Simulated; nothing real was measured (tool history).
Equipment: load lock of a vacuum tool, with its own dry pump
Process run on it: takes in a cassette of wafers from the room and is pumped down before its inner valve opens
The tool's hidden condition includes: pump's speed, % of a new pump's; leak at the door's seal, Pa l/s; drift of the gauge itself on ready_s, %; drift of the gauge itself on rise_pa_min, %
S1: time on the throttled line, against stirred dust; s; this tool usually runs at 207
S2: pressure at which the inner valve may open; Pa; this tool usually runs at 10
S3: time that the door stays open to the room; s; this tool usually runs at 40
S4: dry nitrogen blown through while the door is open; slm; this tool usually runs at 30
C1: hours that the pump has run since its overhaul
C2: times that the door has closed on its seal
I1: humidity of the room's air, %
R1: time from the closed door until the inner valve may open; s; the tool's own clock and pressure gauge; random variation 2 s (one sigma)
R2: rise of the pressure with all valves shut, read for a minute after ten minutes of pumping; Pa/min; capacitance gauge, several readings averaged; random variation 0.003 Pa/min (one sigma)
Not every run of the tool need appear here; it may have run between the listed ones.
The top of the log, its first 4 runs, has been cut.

run      day   S1  S2  S3  S4    C1     C2    I1     R1     R2
  5   50.129  322  10  40  30  4937  32389  42.6    431  0.488
  6   59.321  124  10  40  30  5157  33167  45.9  282.6  0.509
  7   76.804  207   9  40  30  5577  34647  45.3  350.4  0.536
  8   85.762  207   9  40  30  5792  35405  44.6  351.4  0.557
  9   96.679  207   9  40  30  6054  36330  46.1  348.1  0.578
 10  115.583  207  10  40  15  6507  37930    43    349  0.623
     117.233  -- door's seal changed, seat wiped
 11  132.646  207  10  40  30  6915   1305  45.7  347.3  0.018
 12  148.379  207  10  40  30  7293   2637  43.3  354.2  0.029
 13  164.254  207  10  40  30  7674   3980    43  352.7  0.034
 14  179.029  207  10  40  30  8029   5231  44.7  350.9  0.043
 15  188.992  207  10  40  30  8268   6075  47.4    350  0.052
 16  206.392  207  10  40  30  8685   7547  44.1  352.1  0.062
 17  225.154  207  10  40  30  9136   9136  46.2  356.4   0.08
 18  242.112  207  10  51  30  9543  10571  45.6  356.9  0.095
 19   249.85  207  10  51  30  9728  11226  42.6  359.6  0.098

Run 20 has not been measured yet. What should we expect?
 20  264.692  207  11  112  30  10085  12483  47.7   ?   ?

For run 20 the tool returned R1 356.6 s, R2 0.126 Pa/min.
Minus the tool's unlogged condition, the same run would have read R1 332 s, R2 0.031 Pa/min.
